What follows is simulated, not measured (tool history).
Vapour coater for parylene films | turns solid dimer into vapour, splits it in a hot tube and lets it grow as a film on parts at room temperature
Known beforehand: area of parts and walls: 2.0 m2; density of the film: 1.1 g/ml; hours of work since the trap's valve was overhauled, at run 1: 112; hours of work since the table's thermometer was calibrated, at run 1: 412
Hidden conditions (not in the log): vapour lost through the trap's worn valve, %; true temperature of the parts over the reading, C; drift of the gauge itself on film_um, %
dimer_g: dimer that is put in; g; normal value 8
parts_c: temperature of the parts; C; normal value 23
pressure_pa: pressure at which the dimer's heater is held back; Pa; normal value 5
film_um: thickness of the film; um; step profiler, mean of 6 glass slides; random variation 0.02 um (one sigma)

| run | hour | dimer_g | parts_c | pressure_pa | hours of work since the trap's valve was overhauled | hours of work since the table's thermometer was calibrated | film_um |
|---|---|---|---|---|---|---|---|
| 1 | 0 | 8 | 23 | 5 | 112 | 412 | 1.95 |
| 2 | 14.4 | 8 | 23 | 5 | 123 | 423 | 1.9 |
| 3 | 26 | 8 | 22 | 5 | 132 | 432 | 1.96 |
| 4 | 48.4 | 8 | 22 | 5 | 149 | 449 | 1.96 |
| 5 | 73.7 | 8 | 22 | 5 | 169 | 468 | 1.92 |
| 6 | 88.3 | 8 | 22 | 5 | 180 | 480 | 1.93 |
| 7 | 101.9 | 8 | 22 | 5 | 190 | 490 | 1.9 |
|  | 119.9 | trap's valve overhauled |
| 8 | 123 | 8 | 22 | 5 | 2 | 503 | 2.1 |
| 9 | 144.7 | 8 | 22 | 5 | 19 | 520 | 2.09 |
| 10 | 162.1 | 8 | 22 | 5 | 33 | 533 | 2.08 |
| 11 | 188.8 | 8 | 22 | 5 | 53 | 554 | 2.04 |
| 12 | 207.8 | 8 | 22 | 5 | 68 | 569 | 2.03 |
| 13 | 221.6 | 8 | 22 | 5 | 78 | 579 | 2 |
| 14 | 243.9 | 8 | 23 | 5 | 96 | 597 | 1.93 |
| 15 | 268.8 | 4 | 23 | 5 | 115 | 616 | 0.98 |
| 16 | 288.6 | 8 | 23 | 2.37 | 130 | 631 | 2.21 |
| 17 | 302.8 | 8 | 23 | 5 | 141 | 642 | 1.87 |
| 18 | 328.8 | 8 | 23 | 5 | 161 | 662 | 1.84 |
| 19 | 352.2 | 8 | 17 | 5 | 179 | 680 | 2.2 |
| 20 | 372.9 | 8 | 17 | 5 | 195 | 696 | 2.24 |
|  | 385.5 | trap's valve overhauled |
| 21 | 392.1 | 8 | 17 | 5 | 5 | 708 | 2.44 |
| 22 | 408.4 | 7 | 34 | 7.19 | 18 | 720 | 1.18 |
| 23 | 432.7 | 7 | 34 | 7.19 | 36 | 739 | 1.13 |
| 24 | 456.3 | 7 | 31 | 7.19 | 55 | 757 | 1.25 |
| 25 | 479.2 | 10 | 24 | 8.33 | 72 | 775 | 2.15 |
| 26 | 498.2 | 10 | 24 | 8.33 | 87 | 790 | 2.13 |
| 27 | 524.6 | 3 | 32 | 2.87 | 107 | 810 | 0.61 |
| 28 | 543.8 | 7 | 18 | 5.76 | 122 | 825 | 1.9 |
| 29 | 562.5 | 7 | 22 | 10.01 | 136 | 839 | 1.5 |
| 30 | 580.1 | 9 | 15 | 6.26 | 150 | 853 | 2.53 |
| 31 | 599.1 | 9 | 15 | 6.26 | 165 | 867 | 2.48 |
| 32 | 621.2 | 4 | 19 | 4.18 | 182 | 884 | 1.08 |
| 33 | 639.8 | 11 | 24 | 5 | 196 | 899 | 2.45 |
|  | 650.6 | trap's valve overhauled |
| 34 | 659.2 | 11 | 24 | 5 | 7 | 911 | 2.7 |
| 35 | 671.9 | 10 | 24 | 5 | 16 | 920 | 2.47 |

What would each run have given without the hidden state, its run-to-run variation left as it was?
| run | film_um |
|---|---|
| 1 | 2.08 |
| 2 | 2.04 |
| 3 | 2.12 |
| 4 | 2.14 |
| 5 | 2.12 |
| 6 | 2.14 |
| 7 | 2.13 |
| 8 | 2.12 |
| 9 | 2.13 |
| 10 | 2.13 |
| 11 | 2.11 |
| 12 | 2.12 |
| 13 | 2.1 |
| 14 | 2.05 |
| 15 | 1.05 |
| 16 | 2.39 |
| 17 | 2.04 |
| 18 | 2.03 |
| 19 | 2.46 |
| 20 | 2.52 |
| 21 | 2.46 |
| 22 | 1.2 |
| 23 | 1.16 |
| 24 | 1.3 |
| 25 | 2.26 |
| 26 | 2.25 |
| 27 | 0.65 |
| 28 | 2.05 |
| 29 | 1.63 |
| 30 | 2.78 |
| 31 | 2.74 |
| 32 | 1.21 |
| 33 | 2.76 |
| 34 | 2.73 |
| 35 | 2.51 |

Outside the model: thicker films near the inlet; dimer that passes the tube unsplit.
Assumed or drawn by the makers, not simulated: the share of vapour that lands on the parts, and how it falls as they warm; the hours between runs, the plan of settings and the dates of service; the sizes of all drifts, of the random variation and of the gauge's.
